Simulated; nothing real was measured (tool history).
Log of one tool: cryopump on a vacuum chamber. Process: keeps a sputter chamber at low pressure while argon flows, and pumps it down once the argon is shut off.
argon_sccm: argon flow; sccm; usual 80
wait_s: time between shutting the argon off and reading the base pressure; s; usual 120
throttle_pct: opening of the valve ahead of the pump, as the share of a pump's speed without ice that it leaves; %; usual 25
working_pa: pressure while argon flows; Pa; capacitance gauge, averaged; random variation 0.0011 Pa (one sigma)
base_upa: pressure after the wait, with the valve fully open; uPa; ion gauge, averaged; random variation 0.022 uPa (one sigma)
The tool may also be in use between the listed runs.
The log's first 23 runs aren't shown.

run 24 hour=556.1 | argon_sccm=55 wait_s=141 throttle_pct=33 | working_pa=0.1339 base_upa=0.83
run 25 hour=584.2 | argon_sccm=55 wait_s=141 throttle_pct=33 | working_pa=0.1336 base_upa=0.76
run 26 hour=600.4 | argon_sccm=58 wait_s=35 throttle_pct=22 | working_pa=0.2088 base_upa=2.01
run 27 hour=632.6 | argon_sccm=58 wait_s=35 throttle_pct=22 | working_pa=0.2099 base_upa=1.96
run 28 hour=656.3 | argon_sccm=47 wait_s=54 throttle_pct=53 | working_pa=0.0743 base_upa=1.42
run 29 hour=680.2 | argon_sccm=80 wait_s=247 throttle_pct=25 | working_pa=0.2574 base_upa=0.58
run 30 hour=694.4 | argon_sccm=61 wait_s=238 throttle_pct=56 | working_pa=0.0922 base_upa=0.60
run 31 hour=709.9 | argon_sccm=40 wait_s=125 throttle_pct=56 | working_pa=0.0602 base_upa=0.85

Run 32 comes next. What will it give?
run 32 hour=724.6 | argon_sccm=111 wait_s=120 throttle_pct=27 | working_pa=? base_upa=?

Run 32 gave working_pa 0.3333 Pa, base_upa 0.93 uPa.
Without the tool's hidden state the same run would have given working_pa 0.3176 Pa, base_upa 0.70 uPa.

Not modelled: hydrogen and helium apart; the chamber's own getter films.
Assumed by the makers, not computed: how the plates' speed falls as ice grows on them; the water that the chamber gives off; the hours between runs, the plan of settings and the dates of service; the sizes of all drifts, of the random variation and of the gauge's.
